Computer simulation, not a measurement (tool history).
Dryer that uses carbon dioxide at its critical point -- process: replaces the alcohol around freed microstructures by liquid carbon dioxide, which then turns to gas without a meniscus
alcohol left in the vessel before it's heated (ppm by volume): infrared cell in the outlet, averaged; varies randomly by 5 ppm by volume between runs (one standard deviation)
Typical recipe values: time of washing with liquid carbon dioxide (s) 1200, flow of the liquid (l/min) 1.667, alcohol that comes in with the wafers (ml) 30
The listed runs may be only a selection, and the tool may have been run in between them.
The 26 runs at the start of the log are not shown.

run     day  time of washing with liquid carbon dioxide (s)  flow of the liquid (l/min)  alcohol that comes in with the wafers (ml)  hours of work since the filter was changed  hours of work since the purifier's bed was changed  alcohol left in the vessel before it's heated (ppm by volume)
 27  34.362                                            1920                       1.667                                          94                                         164                                                 510                                                             80
 28  35.500                                            1200                       1.667                                          96                                         180                                                 526                                                            109
 29  36.888                                            1200                       1.667                                          96                                         199                                                 545                                                            114
 30  38.429                                            1260                       2.260                                          89                                         220                                                 566                                                             92
 31  39.467                                            1680                       1.870                                          43                                         234                                                 580                                                             96
 32  40.379                                            1200                       1.510                                          32                                         246                                                 593                                                            106
 33  41.462                                            1200                       2.270                                         109                                         261                                                 608                                                             87
 34  42.979                                            1380                       1.340                                         104                                         282                                                 628                                                            137
     44.000  -- inlet filter changed
 35  44.342                                            1200                       1.667                                          85                                           5                                                 646                                                            111
 36  45.638                                            1260                       1.667                                          85                                          22                                                 664                                                            106
 37  47.079                                            1260                       1.667                                          85                                          42                                                 684                                                            108
 38  47.754                                            1500                       2.120                                          23                                          51                                                 693                                                            107
 39  49.025                                            1500                       2.120                                          23                                          69                                                 710                                                             95
 40  49.788                                            1500                       1.140                                          23                                          79                                                 721                                                            118
 41  50.562                                            1920                       2.000                                          70                                          90                                                 731                                                            104
 42  51.842                                             840                       2.360                                          26                                         107                                                 749                                                            110
 43  53.083                                             840                       2.360                                          26                                         124                                                 766                                                            121
 44  53.821                                             840                       1.570                                          26                                         134                                                 776                                                            175
 45  55.146                                             840                       1.050                                          26                                         152                                                 794                                                            418
 46  56.808                                             840                       1.050                                          26                                         175                                                 817                                                            411

3 options for the next run, each taken on its own from the tool as it stands now. Forecast them:
  A  57.608                                            1200                       1.667                                          26                                         186                                                 828                                                              ?
  B  57.608                                            1680                       1.430                                          47                                         186                                                 828                                                              ?
  C  57.608                                            1380                       1.240                                          26                                         186                                                 828                                                              ?

run  alcohol left in the vessel before it's heated (ppm by volume)
  A                                                            129
  B                                                            138
  C                                                            127
Without the tool's hidden state the same runs would have given:
run  alcohol left in the vessel before it's heated (ppm by volume)
  A                                                              8
  B                                                             21
  C                                                              8

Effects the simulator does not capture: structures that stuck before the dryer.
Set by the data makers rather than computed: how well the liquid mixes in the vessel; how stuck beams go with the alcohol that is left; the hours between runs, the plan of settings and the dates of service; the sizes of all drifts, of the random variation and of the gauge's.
